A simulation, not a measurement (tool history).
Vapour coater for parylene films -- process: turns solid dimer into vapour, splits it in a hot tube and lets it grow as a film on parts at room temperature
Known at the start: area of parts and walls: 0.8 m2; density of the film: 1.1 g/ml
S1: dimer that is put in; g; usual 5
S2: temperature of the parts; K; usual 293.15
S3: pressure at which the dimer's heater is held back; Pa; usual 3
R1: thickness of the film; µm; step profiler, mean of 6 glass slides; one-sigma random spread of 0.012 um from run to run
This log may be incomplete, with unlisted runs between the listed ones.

| run | hour | S1 | S2 | S3 | R1 |
|---|---|---|---|---|---|
| 1 | 0 | 5 | 293.15 | 3 | 3.82 |
| 2 | 14.9 | 5 | 293.15 | 3 | 3.82 |
| 3 | 25 | 5 | 293.15 | 3 | 3.8 |
| 4 | 34.9 | 5 | 293.15 | 3 | 3.83 |
| 5 | 52.1 | 5 | 293.15 | 3 | 3.81 |
| 6 | 69 | 5 | 293.15 | 3 | 3.83 |

Estimate the outcome of run 7 from the log above:
| 7 | 79.1 | 5 | 297.15 | 2.97 | ? |

Run 7 came out at R1 3.36 µm.
Were there no unlogged condition in the tool, this run, its random variation unchanged, would have produced R1 3.36 µm.
